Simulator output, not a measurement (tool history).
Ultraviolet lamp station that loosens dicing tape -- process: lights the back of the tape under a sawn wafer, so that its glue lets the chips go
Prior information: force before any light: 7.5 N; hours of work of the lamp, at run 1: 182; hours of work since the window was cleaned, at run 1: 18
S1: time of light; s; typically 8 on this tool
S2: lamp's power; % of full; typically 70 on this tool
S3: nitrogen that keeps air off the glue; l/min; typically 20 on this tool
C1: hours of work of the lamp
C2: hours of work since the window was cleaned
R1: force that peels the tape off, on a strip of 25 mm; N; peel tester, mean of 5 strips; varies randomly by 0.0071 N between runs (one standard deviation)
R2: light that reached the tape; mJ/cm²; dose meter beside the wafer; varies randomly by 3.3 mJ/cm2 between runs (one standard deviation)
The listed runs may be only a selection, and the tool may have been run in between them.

run 1 hour=0.0 | S1=8 S2=70 S3=20 | C1=182 C2=18 | R1=0.291 R2=489
run 2 hour=10.0 | S1=8 S2=70 S3=20 | C1=188 C2=24 | R1=0.302 R2=480
run 3 hour=23.9 | S1=8 S2=70 S3=38 | C1=196 C2=33 | R1=0.188 R2=481
run 4 hour=37.7 | S1=8 S2=92 S3=20 | C1=204 C2=41 | R1=0.165 R2=627
run 5 hour=49.6 | S1=8 S2=92 S3=20 | C1=212 C2=48 | R1=0.171 R2=623
run 6 hour=57.7 | S1=8 S2=92 S3=20 | C1=216 C2=53 | R1=0.184 R2=620
run 7 hour=69.7 | S1=8 S2=92 S3=20 | C1=224 C2=60 | R1=0.180 R2=620
run 8 hour=87.9 | S1=8 S2=92 S3=20 | C1=235 C2=71 | R1=0.183 R2=610
run 9 hour=106.4 | S1=8 S2=70 S3=20 | C1=246 C2=82 | R1=0.332 R2=465
run 10 hour=114.4 | S1=8 S2=62 S3=20 | C1=250 C2=87 | R1=0.425 R2=408
run 11 hour=126.5 | S1=6 S2=70 S3=20 | C1=258 C2=94 | R1=0.624 R2=349
run 12 hour=134.7 | S1=14 S2=70 S3=20 | C1=263 C2=99 | R1=0.135 R2=806
run 13 hour=147.3 | S1=13 S2=70 S3=20 | C1=270 C2=107 | R1=0.136 R2=749
run 14 hour=156.8 | S1=8 S2=70 S3=20 | C1=276 C2=112 | R1=0.351 R2=460
run 15 hour=172.4 | S1=8 S2=70 S3=20 | C1=285 C2=122 | R1=0.343 R2=456
run 16 hour=192.2 | S1=8 S2=65 S3=20 | C1=297 C2=134 | R1=0.393 R2=420
run 17 hour=203.1 | S1=8 S2=65 S3=20 | C1=304 C2=140 | R1=0.416 R2=418
run 18 hour=212.2 | S1=8 S2=65 S3=20 | C1=309 C2=146 | R1=0.423 R2=421
run 19 hour=225.9 | S1=8 S2=90 S3=20 | C1=317 C2=154 | R1=0.210 R2=573
run 20 hour=236.8 | S1=8 S2=70 S3=20 | C1=324 C2=160 | R1=0.368 R2=440
run 21 hour=248.2 | S1=8 S2=98 S3=20 | C1=331 C2=167 | R1=0.180 R2=623
run 22 hour=256.5 | S1=8 S2=98 S3=20 | C1=336 C2=172 | R1=0.192 R2=615
run 23 hour=269.2 | S1=8 S2=71 S3=20 | C1=343 C2=180 | R1=0.358 R2=446
run 24 hour=278.4 | S1=5 S2=72 S3=15 | C1=349 C2=185 | R1=1.205 R2=283
run 25 hour=290.4 | S1=5 S2=72 S3=15 | C1=356 C2=193 | R1=1.194 R2=282
run 26 hour=303.3 | S1=5 S2=72 S3=15 | C1=364 C2=200 | R1=1.258 R2=277
run 27 hour=319.1 | S1=5 S2=67 S3=15 | C1=373 C2=210 | R1=1.351 R2=255
run 28 hour=336.3 | S1=4 S2=66 S3=31 | C1=384 C2=220 | R1=1.289 R2=205
run 29 hour=354.4 | S1=4 S2=66 S3=31 | C1=395 C2=231 | R1=1.313 R2=200
run 30 hour=370.7 | S1=4 S2=68 S3=31 | C1=404 C2=241 | R1=1.246 R2=204
run 31 hour=379.4 | S1=4 S2=68 S3=31 | C1=410 C2=246 | R1=1.266 R2=204
run 32 hour=390.9 | S1=8 S2=98 S3=11 | C1=416 C2=253 | R1=0.350 R2=586
run 33 hour=407.9 | S1=8 S2=99 S3=36 | C1=427 C2=263 | R1=0.151 R2=580
run 34 hour=426.0 | S1=8 S2=99 S3=36 | C1=438 C2=274 | R1=0.132 R2=586
run 35 hour=445.9 | S1=8 S2=73 S3=16 | C1=450 C2=286 | R1=0.488 R2=431
run 36 hour=462.2 | S1=5 S2=69 S3=34 | C1=459 C2=296 | R1=0.801 R2=253
run 37 hour=472.2 | S1=5 S2=69 S3=34 | C1=465 C2=302 | R1=0.830 R2=246
run 38 hour=485.6 | S1=6 S2=65 S3=27 | C1=473 C2=310 | R1=0.746 R2=282
run 39 hour=496.0 | S1=8 S2=68 S3=20 | C1=480 C2=316 | R1=0.490 R2=391
run 40 hour=508.2 | S1=6 S2=86 S3=10 | C1=487 C2=323 | R1=1.041 R2=370
run 41 hour=521.9 | S1=16 S2=67 S3=39 | C1=495 C2=331 | R1=0.117 R2=765
run 42 hour=538.6 | S1=16 S2=67 S3=39 | C1=505 C2=342 | R1=0.130 R2=758
run 43 hour=555.3 | S1=11 S2=71 S3=14 | C1=515 C2=352 | R1=0.313 R2=543
run 44 hour=567.2 | S1=15 S2=64 S3=7 | C1=522 C2=359 | R1=0.378 R2=677

4 ways to go on from here, each from the tool as it stands after run 44. What would each give?
run A hour=585.8 | S1=14 S2=92 S3=7 | C1=534 C2=370 | R1=? R2=?
run B hour=585.8 | S1=5 S2=99 S3=40 | C1=534 C2=370 | R1=? R2=?
run C hour=585.8 | S1=11 S2=70 S3=21 | C1=534 C2=370 | R1=? R2=?
run D hour=585.8 | S1=8 S2=73 S3=20 | C1=534 C2=370 | R1=? R2=?

run=A R1=0.214 R2=898
run=B R1=0.365 R2=339
run=C R1=0.237 R2=535
run=D R1=0.456 R2=402
The same runs, with their run-to-run variation unchanged, on a tool lacking any hidden condition would have given:
run=A R1=0.141 R2=1205
run=B R1=0.193 R2=456
run=C R1=0.149 R2=719
run=D R1=0.240 R2=540
